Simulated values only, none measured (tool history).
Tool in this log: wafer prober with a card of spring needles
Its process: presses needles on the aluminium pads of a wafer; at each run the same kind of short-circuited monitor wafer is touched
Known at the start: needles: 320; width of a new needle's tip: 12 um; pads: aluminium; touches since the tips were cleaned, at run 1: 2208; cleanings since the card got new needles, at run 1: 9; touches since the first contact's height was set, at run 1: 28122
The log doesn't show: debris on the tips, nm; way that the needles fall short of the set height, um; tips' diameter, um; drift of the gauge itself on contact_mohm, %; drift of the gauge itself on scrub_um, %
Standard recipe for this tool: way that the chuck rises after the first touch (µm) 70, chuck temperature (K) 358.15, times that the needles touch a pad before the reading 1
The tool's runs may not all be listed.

| run | hour | way that the chuck rises after the first touch (µm) | chuck temperature (K) | times that the needles touch a pad before the reading | touches since the tips were cleaned | cleanings since the card got new needles | touches since the first contact's height was set | resistance of one needle with its contact and lead (mohm) | way that a needle slides on the pad (µm) |
|---|---|---|---|---|---|---|---|---|---|
| 1 | 0.0 | 70 | 358.15 | 1 | 2208 | 9 | 28122 | 186 | 14.28 |
|  | 1.6 | tips cleaned on abrasive film |
|  | 7.7 | tips cleaned on abrasive film |
|  | 13.8 | tips cleaned on abrasive film |
|  | 19.9 | tips cleaned on abrasive film |
|  | 27.5 | tips cleaned on abrasive film |
| 2 | 30.0 | 70 | 358.15 | 1 | 1102 | 14 | 41183 | 182 | 14.15 |
|  | 34.6 | tips cleaned on abrasive film |
|  | 40.8 | tips cleaned on abrasive film |
|  | 48.4 | tips cleaned on abrasive film |
|  | 54.5 | tips cleaned on abrasive film |
|  | 60.6 | tips cleaned on abrasive film |
|  | 68.2 | tips cleaned on abrasive film |
| 3 | 69.4 | 70 | 358.15 | 3 | 531 | 20 | 58326 | 174 | 14.09 |
|  | 75.5 | tips cleaned on abrasive film |
|  | 81.6 | tips cleaned on abrasive film |
|  | 87.7 | tips cleaned on abrasive film |
|  | 95.4 | tips cleaned on abrasive film |
| 4 | 96.8 | 70 | 358.15 | 3 | 657 | 24 | 70280 | 178 | 14.09 |
|  | 103.0 | tips cleaned on abrasive film |
|  | 110.6 | tips cleaned on abrasive film |
|  | 116.7 | tips cleaned on abrasive film |
|  | 122.8 | tips cleaned on abrasive film |
|  | 128.9 | tips cleaned on abrasive film |
|  | 135.0 | tips cleaned on abrasive film |
| 5 | 135.0 | 70 | 358.15 | 3 | 1 | 30 | 86893 | 174 | 13.94 |
|  | 142.3 | tips cleaned on abrasive film |
|  | 149.9 | tips cleaned on abrasive film |
|  | 157.5 | tips cleaned on abrasive film |
|  | 165.1 | tips cleaned on abrasive film |
| 6 | 170.1 | 70 | 358.15 | 3 | 2188 | 34 | 102229 | 181 | 13.93 |
|  | 171.7 | tips cleaned on abrasive film |
|  | 177.8 | tips cleaned on abrasive film |
|  | 183.9 | tips cleaned on abrasive film |
|  | 190.0 | tips cleaned on abrasive film |
| 7 | 193.9 | 70 | 358.15 | 1 | 1716 | 38 | 112581 | 190 | 13.80 |
|  | 197.0 | tips cleaned on abrasive film |
|  | 200.1 | tips cleaned on abrasive film, once more |
|  | 207.7 | tips cleaned on abrasive film |
|  | 215.3 | tips cleaned on abrasive film |
| 8 | 215.4 | 70 | 358.15 | 1 | 10 | 42 | 121894 | 175 | 13.84 |
|  | 221.6 | tips cleaned on abrasive film |
|  | 227.7 | tips cleaned on abrasive film |
|  | 235.3 | tips cleaned on abrasive film |
| 9 | 240.4 | 70 | 358.15 | 1 | 2247 | 45 | 132835 | 195 | 13.78 |
|  | 242.0 | tips cleaned on abrasive film |
|  | 248.1 | tips cleaned on abrasive film |
|  | 254.2 | tips cleaned on abrasive film |
|  | 260.3 | tips cleaned on abrasive film |
|  | 266.5 | tips cleaned on abrasive film |
| 10 | 270.4 | 70 | 358.15 | 1 | 1726 | 50 | 145858 | 189 | 13.72 |
|  | 273.5 | tips cleaned on abrasive film |
|  | 279.6 | tips cleaned on abrasive film |
|  | 285.7 | tips cleaned on abrasive film |
|  | 291.8 | tips cleaned on abrasive film |
| 11 | 293.3 | 70 | 358.15 | 1 | 681 | 54 | 155841 | 182 | 13.69 |
|  | 299.4 | tips cleaned on abrasive film |
|  | 307.0 | tips cleaned on abrasive film |
|  | 314.6 | tips cleaned on abrasive film |
|  | 320.7 | tips cleaned on abrasive film |
| 12 | 320.9 | 70 | 358.15 | 1 | 99 | 58 | 167869 | 176 | 13.64 |
|  | 327.1 | tips cleaned on abrasive film |
|  | 330.4 | height of the first contact set anew |
|  | 333.5 | tips cleaned on abrasive film |
|  | 341.1 | tips cleaned on abrasive film |
| 13 | 345.4 | 70 | 306.15 | 2 | 1900 | 61 | 6552 | 171 | 14.35 |
|  | 348.5 | tips cleaned on abrasive film |
|  | 356.1 | tips cleaned on abrasive film |
|  | 362.2 | tips cleaned on abrasive film |
|  | 368.3 | tips cleaned on abrasive film |
| 14 | 372.4 | 70 | 374.15 | 2 | 1786 | 65 | 18305 | 185 | 14.24 |
|  | 375.5 | tips cleaned on abrasive film |
|  | 383.1 | tips cleaned on abrasive film |
|  | 389.2 | tips cleaned on abrasive film |
| 15 | 393.3 | 70 | 357.15 | 1 | 1836 | 68 | 27452 | 191 | 14.15 |
|  | 396.4 | tips cleaned on abrasive film |
|  | 402.6 | tips cleaned on abrasive film |
|  | 408.7 | tips cleaned on abrasive film |
|  | 414.8 | tips cleaned on abrasive film |
|  | 420.9 | tips cleaned on abrasive film |
|  | 428.5 | tips cleaned on abrasive film |
| 16 | 428.8 | 70 | 357.15 | 1 | 148 | 74 | 42882 | 175 | 14.12 |
|  | 434.9 | tips cleaned on abrasive film |
|  | 441.1 | tips cleaned on abrasive film |
|  | 447.2 | tips cleaned on abrasive film |
|  | 454.8 | tips cleaned on abrasive film |
| 17 | 455.4 | 79 | 299.15 | 1 | 267 | 78 | 54445 | 165 | 15.96 |
|  | 461.5 | tips cleaned on abrasive film |
|  | 467.6 | tips cleaned on abrasive film |
|  | 473.7 | tips cleaned on abrasive film |
| 18 | 476.2 | 76 | 341.15 | 1 | 1082 | 81 | 63501 | 178 | 15.22 |
|  | 480.8 | tips cleaned on abrasive film |
|  | 486.9 | tips cleaned on abrasive film |
|  | 493.0 | tips cleaned on abrasive film |
|  | 499.1 | tips cleaned on abrasive film |
|  | 506.7 | tips cleaned on abrasive film |
| 19 | 509.0 | 84 | 331.15 | 3 | 1014 | 86 | 77803 | 168 | 16.84 |
|  | 513.6 | tips cleaned on abrasive film |
|  | 519.7 | tips cleaned on abrasive film |
|  | 525.8 | tips cleaned on abrasive film |
|  | 531.9 | tips cleaned on abrasive film |
|  | 539.6 | tips cleaned on abrasive film |
| 20 | 542.1 | 67 | 331.15 | 3 | 1111 | 91 | 92204 | 176 | 13.27 |
|  | 546.7 | tips cleaned on abrasive film |
|  | 554.3 | tips cleaned on abrasive film |
|  | 560.4 | tips cleaned on abrasive film |
|  | 568.0 | tips cleaned on abrasive film |
|  | 574.1 | tips cleaned on abrasive film |
| 21 | 575.6 | 87 | 310.15 | 2 | 666 | 96 | 106824 | 169 | 17.30 |
|  | 580.4 | tips cleaned on abrasive film |
|  | 586.5 | tips cleaned on abrasive film |
|  | 592.6 | tips cleaned on abrasive film |
|  | 600.2 | tips cleaned on abrasive film |
|  | 607.8 | tips cleaned on abrasive film |
| 22 | 611.5 | 87 | 310.15 | 2 | 1606 | 101 | 122442 | 169 | 17.30 |
|  | 614.6 | tips cleaned on abrasive film |
|  | 620.7 | tips cleaned on abrasive film |
|  | 626.8 | tips cleaned on abrasive film |
|  | 632.9 | tips cleaned on abrasive film |
|  | 639.0 | tips cleaned on abrasive film |
|  | 645.1 | tips cleaned on abrasive film |
|  | 651.2 | tips cleaned on abrasive film |
| 23 | 654.7 | 87 | 310.15 | 2 | 1520 | 108 | 141239 | 170 | 17.15 |
|  | 657.8 | tips cleaned on abrasive film |
|  | 663.9 | tips cleaned on abrasive film |
|  | 670.0 | tips cleaned on abrasive film |
|  | 677.6 | tips cleaned on abrasive film |
| 24 | 682.6 | 87 | 310.15 | 2 | 2225 | 112 | 153430 | 177 | 17.14 |

Measured less the same run without the tool's hidden state. The same run-to-run variation is in both; the gauge's scatter may not be:
| run | resistance of one needle with its contact and lead (mohm) | way that a needle slides on the pad (µm) |
|---|---|---|
| 1 | +17 | -0.10 |
| 2 | +9 | -0.16 |
| 3 | +2 | -0.24 |
| 4 | +3 | -0.29 |
| 5 | +2 | -0.35 |
| 6 | +7 | -0.39 |
| 7 | +15 | -0.43 |
| 8 | +2 | -0.49 |
| 9 | +22 | -0.51 |
| 10 | +17 | -0.56 |
| 11 | +10 | -0.61 |
| 12 | +4 | -0.65 |
| 13 | +11 | -0.02 |
| 14 | +11 | -0.08 |
| 15 | +18 | -0.11 |
| 16 | +4 | -0.18 |
| 17 | +5 | -0.23 |
| 18 | +11 | -0.25 |
| 19 | +3 | -0.32 |
| 20 | +8 | -0.37 |
| 21 | +5 | -0.43 |
| 22 | +9 | -0.48 |
| 23 | +8 | -0.56 |
| 24 | +12 | -0.60 |

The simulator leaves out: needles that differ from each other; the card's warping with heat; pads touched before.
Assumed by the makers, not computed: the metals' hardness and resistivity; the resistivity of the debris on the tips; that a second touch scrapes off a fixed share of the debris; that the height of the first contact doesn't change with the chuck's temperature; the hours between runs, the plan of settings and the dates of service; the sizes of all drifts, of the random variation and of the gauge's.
